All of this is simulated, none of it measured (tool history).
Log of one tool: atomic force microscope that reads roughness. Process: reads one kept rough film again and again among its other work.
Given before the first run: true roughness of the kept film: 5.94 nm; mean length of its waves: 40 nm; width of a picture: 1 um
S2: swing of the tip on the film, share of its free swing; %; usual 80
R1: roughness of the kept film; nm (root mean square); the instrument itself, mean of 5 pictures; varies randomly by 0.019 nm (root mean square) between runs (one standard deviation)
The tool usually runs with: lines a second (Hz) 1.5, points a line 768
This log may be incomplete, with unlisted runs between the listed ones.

{"run": 1, "hour": 0.0, "lines a second (Hz)": 1.5, "S2": 80, "points a line": 768, "R1": 4.603}
{"run": 2, "hour": 7.5, "lines a second (Hz)": 1.5, "S2": 80, "points a line": 768, "R1": 4.627}
{"run": 3, "hour": 12.2, "lines a second (Hz)": 1.5, "S2": 59, "points a line": 768, "R1": 4.872}
{"run": 4, "hour": 16.6, "lines a second (Hz)": 1.5, "S2": 59, "points a line": 768, "R1": 4.843}
{"run": 5, "hour": 24.6, "lines a second (Hz)": 1.5, "S2": 59, "points a line": 768, "R1": 4.856}
{"run": 6, "hour": 31.0, "lines a second (Hz)": 1.5, "S2": 59, "points a line": 768, "R1": 4.817}
{"run": 7, "hour": 35.8, "lines a second (Hz)": 1.5, "S2": 59, "points a line": 768, "R1": 4.798}
{"run": 8, "hour": 43.8, "lines a second (Hz)": 1.5, "S2": 59, "points a line": 406, "R1": 4.783}
{"run": 9, "hour": 54.0, "lines a second (Hz)": 1.5, "S2": 59, "points a line": 406, "R1": 4.716}
{"run": 10, "hour": 62.2, "lines a second (Hz)": 1.5, "S2": 80, "points a line": 768, "R1": 4.48}
{"run": 11, "hour": 66.9, "lines a second (Hz)": 1.5, "S2": 80, "points a line": 768, "R1": 4.455}
{"run": 12, "hour": 76.4, "lines a second (Hz)": 1.5, "S2": 83, "points a line": 768, "R1": 4.359}
{"run": 13, "hour": 84.5, "lines a second (Hz)": 1.5, "S2": 83, "points a line": 768, "R1": 4.328}
{"run": 14, "hour": 93.3, "lines a second (Hz)": 1.5, "S2": 80, "points a line": 768, "R1": 4.4}
{"run": 15, "hour": 99.6, "lines a second (Hz)": 1.5, "S2": 80, "points a line": 768, "R1": 4.326}
{"run": 16, "hour": 105.5, "lines a second (Hz)": 1.5, "S2": 80, "points a line": 768, "R1": 4.309}
{"run": 17, "hour": 112.1, "lines a second (Hz)": 1.5, "S2": 80, "points a line": 768, "R1": 4.314}
{"run": 18, "hour": 122.6, "lines a second (Hz)": 1.5, "S2": 80, "points a line": 768, "R1": 4.313}
{"run": 19, "hour": 131.3, "lines a second (Hz)": 2.15, "S2": 56, "points a line": 768, "R1": 4.491}
{"run": 20, "hour": 138.7, "lines a second (Hz)": 2.15, "S2": 56, "points a line": 768, "R1": 4.526}
{"run": 21, "hour": 147.2, "lines a second (Hz)": 2.15, "S2": 56, "points a line": 768, "R1": 4.47}
{"run": 22, "hour": 152.1, "lines a second (Hz)": 1.5, "S2": 74, "points a line": 572, "R1": 4.301}
{"run": 23, "hour": 158.4, "lines a second (Hz)": 0.99, "S2": 60, "points a line": 552, "R1": 4.511}
{"run": 24, "hour": 163.6, "lines a second (Hz)": 0.99, "S2": 60, "points a line": 552, "R1": 4.459}
{"run": 25, "hour": 169.4, "lines a second (Hz)": 0.53, "S2": 88, "points a line": 358, "R1": 4.321}
{"run": 26, "hour": 173.7, "lines a second (Hz)": 1, "S2": 88, "points a line": 358, "R1": 4.151}
{"run": 27, "hour": 180.8, "lines a second (Hz)": 2.28, "S2": 68, "points a line": 501, "R1": 4.198}
{"run": 28, "hour": 188.4, "lines a second (Hz)": 0.99, "S2": 80, "points a line": 768, "R1": 4.232}
{"hour": 195.0, "done": "new tip fitted"}
{"run": 29, "hour": 197.0, "lines a second (Hz)": 0.56, "S2": 80, "points a line": 432, "R1": 5}
{"run": 30, "hour": 203.4, "lines a second (Hz)": 0.56, "S2": 80, "points a line": 432, "R1": 4.971}
{"run": 31, "hour": 213.3, "lines a second (Hz)": 2.92, "S2": 62, "points a line": 495, "R1": 4.778}
{"run": 32, "hour": 221.2, "lines a second (Hz)": 0.84, "S2": 89, "points a line": 650, "R1": 4.726}
{"run": 33, "hour": 231.6, "lines a second (Hz)": 0.68, "S2": 81, "points a line": 768, "R1": 4.823}
{"run": 34, "hour": 237.7, "lines a second (Hz)": 1.24, "S2": 81, "points a line": 768, "R1": 4.673}

How would selected steps in R1 from run to run divide? Give the signed amount a tool lacking its hidden state would still show from settings, what came in and random variation, and the signed amount left for the hidden state, including any gauge scatter that is not in both of the compared results.
Hidden conditions of the tool in this case: radius of the tip, nm; height scale over the true one, %; drift of the gauge itself on roughness_nm, %.
Run 2 -> 3: S2 80 -> 59. R1 +0.245 nm (root mean square): hidden state -0.023, all else +0.268.
Run 9 -> 10: S2 59 -> 80, points a line 406 -> 768. R1 -0.236 nm (root mean square): hidden state -0.011, all else -0.225.
Run 18 -> 19: lines a second (Hz) 1.5 -> 2.15, S2 80 -> 56. R1 +0.178 nm (root mean square): hidden state -0.044, all else +0.222.
Run 22 -> 23: lines a second (Hz) 1.5 -> 0.99, S2 74 -> 60, points a line 572 -> 552. R1 +0.21 nm (root mean square): hidden state -0.045, all else +0.255.
Run 28 -> 29: lines a second (Hz) 0.99 -> 0.56, points a line 768 -> 432, new tip fitted. R1 +0.768 nm (root mean square): hidden state +0.636, all else +0.132.
